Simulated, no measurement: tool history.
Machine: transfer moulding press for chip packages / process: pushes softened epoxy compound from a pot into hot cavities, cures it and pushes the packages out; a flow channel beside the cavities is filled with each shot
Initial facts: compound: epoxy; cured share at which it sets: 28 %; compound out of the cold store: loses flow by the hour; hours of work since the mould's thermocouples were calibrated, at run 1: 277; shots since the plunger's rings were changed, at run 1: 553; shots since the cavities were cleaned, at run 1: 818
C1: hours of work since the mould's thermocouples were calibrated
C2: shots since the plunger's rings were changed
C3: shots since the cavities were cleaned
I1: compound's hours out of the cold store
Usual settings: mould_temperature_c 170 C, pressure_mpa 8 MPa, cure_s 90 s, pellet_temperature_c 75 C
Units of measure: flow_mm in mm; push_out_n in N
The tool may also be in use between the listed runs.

Run 1, hour 0: usual settings; C1 277; C2 553; C3 818; I1 32.4. Result: flow_mm 810 mm, push_out_n 637 N.
At hour 22.5: cavities cleaned with cleaning compound and waxed.
Run 2, hour 36.8: usual settings but pressure_mpa 8.09 MPa; C1 300; C2 1001; C3 182; I1 21.6. Result: flow_mm 872 mm, push_out_n 449 N.
Run 3, hour 63: usual settings but pressure_mpa 8.22 MPa; C1 316; C2 1332; C3 513; I1 27.8. Result: flow_mm 828 mm, push_out_n 575 N.
Run 4, hour 95.4: usual settings but pressure_mpa 8.22 MPa; C1 337; C2 1743; C3 924; I1 26.4. Result: flow_mm 827 mm, push_out_n 656 N.
At hour 108.4: cavities cleaned with cleaning compound and waxed.
Run 5, hour 115.2: usual settings; C1 349; C2 1974; C3 85; I1 20.6. Result: flow_mm 848 mm, push_out_n 391 N.
Run 6, hour 139.5: usual settings; C1 364; C2 2283; C3 394; I1 22.8. Result: flow_mm 831 mm, push_out_n 561 N.
Run 7, hour 168.4: usual settings; C1 382; C2 2648; C3 759; I1 27.1. Result: flow_mm 805 mm, push_out_n 648 N.
At hour 188.4: mould's thermocouples calibrated.
At hour 196: cavities cleaned with cleaning compound and waxed.
Run 8, hour 212.2: usual settings; C1 14; C2 3159; C3 205; I1 46.1. Result: flow_mm 694 mm, push_out_n 452 N.
Run 9, hour 241.2: usual settings; C1 33; C2 3526; C3 572; I1 43.7. Result: flow_mm 713 mm, push_out_n 567 N.
At hour 281.2: cavities cleaned with cleaning compound and waxed.
Run 10, hour 281.2: usual settings; C1 57; C2 4014; C3 0; I1 40.2. Result: flow_mm 706 mm, push_out_n 300 N.
Run 11, hour 305.8: usual settings; C1 73; C2 4326; C3 312; I1 35. Result: flow_mm 726 mm, push_out_n 489 N.
Run 12, hour 336: usual settings; C1 92; C2 4708; C3 694; I1 8.9. Result: flow_mm 861 mm, push_out_n 644 N.
Run 13, hour 361.6: usual settings; C1 108; C2 5033; C3 1019; I1 16.2. Result: flow_mm 810 mm, push_out_n 641 N.
At hour 366.8: cavities cleaned with cleaning compound and waxed.
Run 14, hour 396.8: usual settings; C1 130; C2 5460; C3 381; I1 25.2. Result: flow_mm 760 mm, push_out_n 538 N.
Run 15, hour 434.1: usual settings but pressure_mpa 6.91 MPa, pellet_temperature_c 80 C; C1 153; C2 5932; C3 853; I1 33.5. Result: flow_mm 662 mm, push_out_n 617 N.
At hour 452.5: cavities cleaned with cleaning compound and waxed.
Run 16, hour 469.5: usual settings but mould_temperature_c 163 C, cure_s 106 s; C1 175; C2 6361; C3 215; I1 40.8. Result: flow_mm 681 mm, push_out_n 486 N.
At hour 474.6: plunger's sealing rings changed.
Run 17, hour 512.7: usual settings but mould_temperature_c 168 C, pellet_temperature_c 83 C; C1 201; C2 483; C3 731; I1 44.1. Result: flow_mm 741 mm, push_out_n 673 N.
Run 18, hour 530.3: usual settings but mould_temperature_c 168 C, pressure_mpa 8.72 MPa, pellet_temperature_c 68 C; C1 212; C2 705; C3 953; I1 15.7. Result: flow_mm 949 mm, push_out_n 735 N.
At hour 540.5: cavities cleaned with cleaning compound and waxed.
Run 19, hour 557.6: usual settings but mould_temperature_c 163 C, pressure_mpa 7.46 MPa, cure_s 125 s; C1 228; C2 1032; C3 217; I1 9.7. Result: flow_mm 925 mm, push_out_n 427 N.
Run 20, hour 585.7: usual settings but pressure_mpa 9.4 MPa, cure_s 116 s; C1 246; C2 1389; C3 574; I1 26.8. Result: flow_mm 885 mm, push_out_n 506 N.
Run 21, hour 613.3: usual settings but pressure_mpa 9.4 MPa, cure_s 116 s; C1 264; C2 1738; C3 923; I1 36.6. Result: flow_mm 830 mm, push_out_n 539 N.
At hour 626.9: cavities cleaned with cleaning compound and waxed.
Run 22, hour 647.4: usual settings but pressure_mpa 9.4 MPa, cure_s 116 s; C1 285; C2 2152; C3 260; I1 44.8. Result: flow_mm 773 mm, push_out_n 407 N.
Run 23, hour 669.4: usual settings but pressure_mpa 9.4 MPa, cure_s 116 s; C1 299; C2 2430; C3 538; I1 32.8. Result: flow_mm 830 mm, push_out_n 495 N.
Run 24, hour 691.5: usual settings but mould_temperature_c 176 C, pellet_temperature_c 77 C; C1 313; C2 2710; C3 818; I1 17.5. Result: flow_mm 834 mm, push_out_n 548 N.
At hour 712.8: cavities cleaned with cleaning compound and waxed.
Run 25, hour 716.9: usual settings but mould_temperature_c 176 C, pellet_temperature_c 77 C; C1 328; C2 3013; C3 52; I1 21.2. Result: flow_mm 811 mm, push_out_n 322 N.
Run 26, hour 751.7: usual settings but mould_temperature_c 169 C, pellet_temperature_c 66 C; C1 350; C2 3454; C3 493; I1 15.5. Result: flow_mm 858 mm, push_out_n 644 N.
Run 27, hour 790.5: usual settings but pressure_mpa 8.91 MPa; C1 375; C2 3945; C3 984; I1 10. Result: flow_mm 933 mm, push_out_n 678 N.

Forecast each of these 3 alternatives for the next run:
At hour 798.9: cavities cleaned with cleaning compound and waxed.
At hour 822.3: mould's thermocouples calibrated.
Run A, hour 822.3: usual settings but pressure_mpa 7.17 MPa, cure_s 84 s, pellet_temperature_c 73 C; C1 0; C2 4303; C3 271; I1 29.6. Result: flow_mm ?, push_out_n ?.
At hour 798.9: cavities cleaned with cleaning compound and waxed.
At hour 822.3: mould's thermocouples calibrated.
Run B, hour 822.3: usual settings but mould_temperature_c 173 C, pressure_mpa 6.93 MPa; C1 0; C2 4303; C3 271; I1 39.5. Result: flow_mm ?, push_out_n ?.
At hour 798.9: cavities cleaned with cleaning compound and waxed.
At hour 822.3: mould's thermocouples calibrated.
Run C, hour 822.3: usual settings but pressure_mpa 8.91 MPa, pellet_temperature_c 85 C; C1 0; C2 4303; C3 271; I1 11.1. Result: flow_mm ?, push_out_n ?.

run  flow_mm  push_out_n
  A      718         564
  B      655         449
  C      903         514
Had the tool no hidden state, the same runs would have come out as:
run  flow_mm  push_out_n
  A      793         336
  B      723         267
  C      997         306
